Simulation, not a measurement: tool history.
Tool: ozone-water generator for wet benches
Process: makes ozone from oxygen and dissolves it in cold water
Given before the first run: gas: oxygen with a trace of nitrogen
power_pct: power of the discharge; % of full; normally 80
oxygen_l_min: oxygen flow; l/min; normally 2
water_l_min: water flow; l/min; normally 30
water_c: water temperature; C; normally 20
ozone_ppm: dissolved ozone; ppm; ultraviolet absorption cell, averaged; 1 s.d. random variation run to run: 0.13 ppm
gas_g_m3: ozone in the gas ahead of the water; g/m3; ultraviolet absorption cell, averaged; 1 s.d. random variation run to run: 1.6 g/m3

run 1 hour=0 | power_pct=80 oxygen_l_min=2 water_l_min=30 water_c=20 | ozone_ppm=13 gas_g_m3=297.9
run 2 hour=167.7 | power_pct=80 oxygen_l_min=2 water_l_min=30 water_c=20 | ozone_ppm=13 gas_g_m3=300.2
run 3 hour=348.9 | power_pct=80 oxygen_l_min=1.8 water_l_min=30 water_c=20 | ozone_ppm=12.6 gas_g_m3=323.3
run 4 hour=526 | power_pct=80 oxygen_l_min=1.8 water_l_min=30 water_c=20 | ozone_ppm=12.5 gas_g_m3=320.2
run 5 hour=629.7 | power_pct=80 oxygen_l_min=1.8 water_l_min=30 water_c=20 | ozone_ppm=12.8 gas_g_m3=322.9
run 6 hour=747.8 | power_pct=80 oxygen_l_min=2 water_l_min=30 water_c=13 | ozone_ppm=13.6 gas_g_m3=301
run 7 hour=939.9 | power_pct=80 oxygen_l_min=2 water_l_min=30 water_c=13 | ozone_ppm=13.2 gas_g_m3=300
run 8 hour=1080.6 | power_pct=80 oxygen_l_min=2 water_l_min=30 water_c=13 | ozone_ppm=13.5 gas_g_m3=301.7
run 9 hour=1240.3 | power_pct=80 oxygen_l_min=2 water_l_min=30 water_c=13 | ozone_ppm=13.5 gas_g_m3=305.5
run 10 hour=1403.9 | power_pct=80 oxygen_l_min=2 water_l_min=30 water_c=13 | ozone_ppm=13.5 gas_g_m3=304.4
run 11 hour=1506.5 | power_pct=80 oxygen_l_min=2 water_l_min=30 water_c=13 | ozone_ppm=13.4 gas_g_m3=302.9
-- hour=1550.6 water thermometer calibrated
run 12 hour=1644.7 | power_pct=80 oxygen_l_min=2 water_l_min=30 water_c=13 | ozone_ppm=13.5 gas_g_m3=303.6
run 13 hour=1767.2 | power_pct=80 oxygen_l_min=1.31 water_l_min=30 water_c=20 | ozone_ppm=12.3 gas_g_m3=407.1
-- hour=1817.1 contactor cleaned
run 14 hour=1854.2 | power_pct=80 oxygen_l_min=1.31 water_l_min=30 water_c=20 | ozone_ppm=11.8 gas_g_m3=412.5
-- hour=1925.7 gauge calibrated
run 15 hour=1940.6 | power_pct=80 oxygen_l_min=1.31 water_l_min=31 water_c=20 | ozone_ppm=11.7 gas_g_m3=398.4
run 16 hour=2077.3 | power_pct=80 oxygen_l_min=2 water_l_min=28 water_c=20 | ozone_ppm=14.2 gas_g_m3=298.6
run 17 hour=2180.5 | power_pct=97 oxygen_l_min=2.12 water_l_min=34 water_c=20 | ozone_ppm=13 gas_g_m3=336.1
run 18 hour=2336.4 | power_pct=97 oxygen_l_min=2.12 water_l_min=34 water_c=20 | ozone_ppm=13.2 gas_g_m3=336.2
run 19 hour=2512.2 | power_pct=97 oxygen_l_min=2.12 water_l_min=34 water_c=20 | ozone_ppm=13.1 gas_g_m3=336.9
run 20 hour=2640.1 | power_pct=80 oxygen_l_min=2 water_l_min=30 water_c=24 | ozone_ppm=12.8 gas_g_m3=300.3
run 21 hour=2809.9 | power_pct=69 oxygen_l_min=2 water_l_min=30 water_c=20 | ozone_ppm=11.6 gas_g_m3=270.6
run 22 hour=2950.2 | power_pct=72 oxygen_l_min=1.65 water_l_min=26 water_c=22 | ozone_ppm=13.4 gas_g_m3=320.6
run 23 hour=3054 | power_pct=80 oxygen_l_min=2 water_l_min=30 water_c=13 | ozone_ppm=13.4 gas_g_m3=302.6
run 24 hour=3167.7 | power_pct=80 oxygen_l_min=2.66 water_l_min=22 water_c=17 | ozone_ppm=18.7 gas_g_m3=248.6
run 25 hour=3313.4 | power_pct=80 oxygen_l_min=2.66 water_l_min=22 water_c=17 | ozone_ppm=18.8 gas_g_m3=252
run 26 hour=3447.7 | power_pct=80 oxygen_l_min=2.66 water_l_min=22 water_c=17 | ozone_ppm=18.7 gas_g_m3=250.5
run 27 hour=3547.5 | power_pct=80 oxygen_l_min=3.3 water_l_min=32 water_c=20 | ozone_ppm=12.5 gas_g_m3=218.8
run 28 hour=3700.2 | power_pct=80 oxygen_l_min=3.3 water_l_min=32 water_c=20 | ozone_ppm=12.7 gas_g_m3=217.4
run 29 hour=3865.1 | power_pct=80 oxygen_l_min=3.3 water_l_min=32 water_c=20 | ozone_ppm=12.9 gas_g_m3=218
run 30 hour=3990.9 | power_pct=80 oxygen_l_min=3.3 water_l_min=32 water_c=20 | ozone_ppm=12.6 gas_g_m3=217.4
run 31 hour=4096.5 | power_pct=80 oxygen_l_min=3.3 water_l_min=25 water_c=15 | ozone_ppm=17.2 gas_g_m3=218.9
run 32 hour=4226 | power_pct=90 oxygen_l_min=2.15 water_l_min=30 water_c=20 | ozone_ppm=14.1 gas_g_m3=320.6

Below, some changes in gas_g_m3 between adjacent runs. For each, the amount present without the hidden state too (settings, incoming material, random variation) and the amount remaining for the hidden state with gauge scatter not shared by both compared results:
The tool's hidden condition here consists of: yield of the discharge, % of new electrodes'; contactor's efficiency, % of a clean one's; true water temperature over the reading, C; drift of the gauge itself on ozone_ppm, %; drift of the gauge itself on gas_g_m3, %.
Run 12 -> 13: oxygen_l_min 2 -> 1.31, water_c 13 -> 20. gas_g_m3 +103.5 g/m3: hidden state +3, all else +100.5.
Run 14 -> 15: water_l_min 30 -> 31, gauge calibrated. gas_g_m3 -14.1 g/m3: hidden state -10.9, all else -3.2.
Run 15 -> 16: oxygen_l_min 1.31 -> 2, water_l_min 31 -> 28. gas_g_m3 -99.8 g/m3: hidden state +0.8, all else -100.6.
Run 31 -> 32: power_pct 80 -> 90, oxygen_l_min 3.3 -> 2.15, water_l_min 25 -> 30, water_c 15 -> 20. gas_g_m3 +101.7 g/m3: hidden state +3.4, all else +98.3.

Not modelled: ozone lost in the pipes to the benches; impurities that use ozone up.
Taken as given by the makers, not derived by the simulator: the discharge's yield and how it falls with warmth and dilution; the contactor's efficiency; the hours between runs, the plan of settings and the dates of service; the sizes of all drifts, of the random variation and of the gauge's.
